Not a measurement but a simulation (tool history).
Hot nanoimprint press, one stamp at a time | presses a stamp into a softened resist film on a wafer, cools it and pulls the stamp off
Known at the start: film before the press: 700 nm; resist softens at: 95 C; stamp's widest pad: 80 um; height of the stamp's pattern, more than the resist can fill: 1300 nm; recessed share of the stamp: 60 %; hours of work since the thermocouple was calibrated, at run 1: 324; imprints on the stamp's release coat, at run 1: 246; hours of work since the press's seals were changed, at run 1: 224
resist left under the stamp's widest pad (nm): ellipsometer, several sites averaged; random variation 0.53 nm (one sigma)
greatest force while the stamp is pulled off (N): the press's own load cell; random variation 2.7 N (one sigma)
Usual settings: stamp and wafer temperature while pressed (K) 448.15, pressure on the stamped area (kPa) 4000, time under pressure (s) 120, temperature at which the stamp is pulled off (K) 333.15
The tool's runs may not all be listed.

run   hour  stamp and wafer temperature while pressed (K)  pressure on the stamped area (kPa)  time under pressure (s)  temperature at which the stamp is pulled off (K)  hours of work since the thermocouple was calibrated  imprints on the stamp's release coat  hours of work since the press's seals were changed  resist left under the stamp's widest pad (nm)  greatest force while the stamp is pulled off (N)
  1    0.0                                         448.15                                4000                      120                                            333.15                                                  324                                   246                                                 224                                          252.9                                               232
  2    9.7                                         448.15                                4000                      120                                            333.15                                                  330                                   280                                                 230                                          253.6                                               231
  3   19.2                                         448.15                                4000                      120                                            333.15                                                  336                                   312                                                 236                                          254.5                                               229
  4   27.3                                         448.15                                4000                      120                                            333.15                                                  341                                   340                                                 241                                          254.5                                               236
  5   37.1                                         448.15                                4000                      120                                            333.15                                                  347                                   373                                                 247                                          255.1                                               234
  6   46.5                                         448.15                                4000                      120                                            333.15                                                  352                                   405                                                 252                                          254.8                                               233
      55.0  -- plate thermocouple calibrated
  7   60.8                                         448.15                                4000                      120                                            333.15                                                    3                                   444                                                 259                                          254.8                                               238
  8   65.8                                         448.15                                5630                      120                                            333.15                                                    7                                   461                                                 262                                          212.4                                               231
  9   75.1                                         457.15                                4480                       96                                            341.15                                                   12                                   493                                                 268                                          200.9                                               188
 10   80.4                                         448.15                                4000                      120                                            327.15                                                   15                                   511                                                 271                                          254.0                                               267
 11   89.3                                         448.15                                4090                      120                                            330.15                                                   21                                   541                                                 276                                          251.5                                               249
 12   95.2                                         448.15                                3590                      168                                            334.15                                                   24                                   561                                                 280                                          236.0                                               225
 13  101.7                                         448.15                                3110                      120                                            333.15                                                   28                                   584                                                 284                                          290.5                                               230
 14  111.3                                         460.15                                3270                      120                                            333.15                                                   34                                   616                                                 290                                          198.4                                               235
 15  119.0                                         437.15                                5550                       79                                            326.15                                                   39                                   643                                                 294                                          357.9                                               277
 16  125.4                                         437.15                                5550                       79                                            326.15                                                   42                                   664                                                 298                                          358.7                                               271

3 ways to go on from here, each from the tool as it stands after run 16. What would each give?
  A  131.7                                         448.15                                4540                      106                                            336.15                                                   46                                   686                                                 302                                              ?                                                 ?
  B  131.7                                         445.15                                5550                       79                                            326.15                                                   46                                   686                                                 302                                              ?                                                 ?
  C  131.7                                         437.15                                5550                       79                                            330.15                                                   46                                   686                                                 302                                              ?                                                 ?

run  resist left under the stamp's widest pad (nm)  greatest force while the stamp is pulled off (N)
  A                                          250.8                                               215
  B                                          278.9                                               273
  C                                          358.9                                               255
Without the tool's hidden state the same runs would have given:
run  resist left under the stamp's widest pad (nm)  greatest force while the stamp is pulled off (N)
  A                                          249.5                                               215
  B                                          277.5                                               272
  C                                          357.1                                               254
